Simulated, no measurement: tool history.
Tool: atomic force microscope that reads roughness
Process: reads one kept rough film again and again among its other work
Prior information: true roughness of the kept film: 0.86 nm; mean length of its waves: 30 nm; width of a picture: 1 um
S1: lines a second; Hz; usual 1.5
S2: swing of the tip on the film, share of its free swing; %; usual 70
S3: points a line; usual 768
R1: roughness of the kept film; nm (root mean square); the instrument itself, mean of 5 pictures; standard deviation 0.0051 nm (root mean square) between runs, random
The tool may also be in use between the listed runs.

run,hour,S1,S2,S3,R1
1,0,1.5,70,768,0.76
2,8.6,1.5,70,1010,0.752
3,19.8,1.5,70,1010,0.745
4,31.3,1.5,70,768,0.74
5,47.4,1.5,70,768,0.73
6,58.1,1.5,70,768,0.727
7,74.9,1.5,70,768,0.718
8,87.9,1.5,70,768,0.711
# hour 104: new tip fitted
9,104,1.5,70,768,0.765
10,122.5,1.5,70,768,0.757
11,134.2,1.5,70,768,0.743
12,146.3,1.5,70,768,0.745
13,163.7,1.5,70,768,0.734
14,175.1,1.5,70,768,0.728
15,195.1,1.5,70,768,0.718
16,203.6,1.5,70,768,0.729
17,219.8,1.5,70,768,0.721
# hour 222.7: new tip fitted
18,235,0.59,70,768,0.788
19,253.4,1.5,70,422,0.749
20,264.5,1.5,70,422,0.748
21,279.4,1.5,70,422,0.727
22,296,1.5,73,768,0.734
23,306.7,0.82,70,768,0.751
24,322.3,0.82,70,768,0.741
# hour 341.5: new tip fitted
25,341.5,0.82,70,768,0.789
26,355,0.82,70,768,0.775
27,371.7,1.5,70,768,0.744
28,390.6,1.5,70,768,0.732
29,409.8,1.11,60,395,0.757
30,427.7,0.93,59,395,0.755
31,442.5,1.5,79,768,0.693
# hour 460.2: new tip fitted
32,461.4,3.21,81,420,0.643
33,478,2.28,73,296,0.7
34,496,1.13,70,768,0.753
35,509.2,1.5,64,405,0.754
36,524.4,1.5,82,405,0.691
37,542.2,1.19,89,386,0.672
38,558.2,3.16,89,996,0.559
39,573.2,3.16,66,544,0.682
# hour 578.1: new tip fitted
40,582.7,3.16,63,393,0.744
41,598.9,1.5,80,602,0.727
42,609.5,1.5,80,602,0.708
43,624.4,1.5,70,327,0.722
44,641.5,2.11,71,412,0.711
45,659,0.61,71,868,0.763
46,679.4,0.53,70,390,0.733
47,691.8,0.53,70,390,0.733
# hour 696.9: new tip fitted
48,703,1.5,65,768,0.772
49,723.6,1.95,79,768,0.699
50,743,1.02,79,727,0.75
51,757.2,0.68,77,544,0.736
52,777.2,2.1,72,768,0.696
53,793.4,0.65,64,726,0.744
54,811.1,2.27,70,768,0.684

Run by run, hidden condition taken away, random variation retained:
Hidden state present: radius of the tip, nm; height scale over the true one, %; drift of the gauge itself on roughness_nm, %.
run,R1
1,0.775
2,0.771
3,0.769
4,0.771
5,0.769
6,0.771
7,0.769
8,0.768
9,0.771
10,0.773
11,0.765
12,0.773
13,0.77
14,0.77
15,0.769
16,0.785
17,0.784
18,0.802
19,0.772
20,0.776
21,0.762
22,0.777
23,0.801
24,0.799
25,0.799
26,0.792
27,0.769
28,0.766
29,0.802
30,0.81
31,0.751
32,0.655
33,0.72
34,0.785
35,0.792
36,0.734
37,0.723
38,0.606
39,0.748
40,0.757
41,0.748
42,0.733
43,0.755
44,0.751
45,0.815
46,0.794
47,0.801
48,0.788
49,0.723
50,0.786
51,0.78
52,0.748
53,0.807
54,0.751

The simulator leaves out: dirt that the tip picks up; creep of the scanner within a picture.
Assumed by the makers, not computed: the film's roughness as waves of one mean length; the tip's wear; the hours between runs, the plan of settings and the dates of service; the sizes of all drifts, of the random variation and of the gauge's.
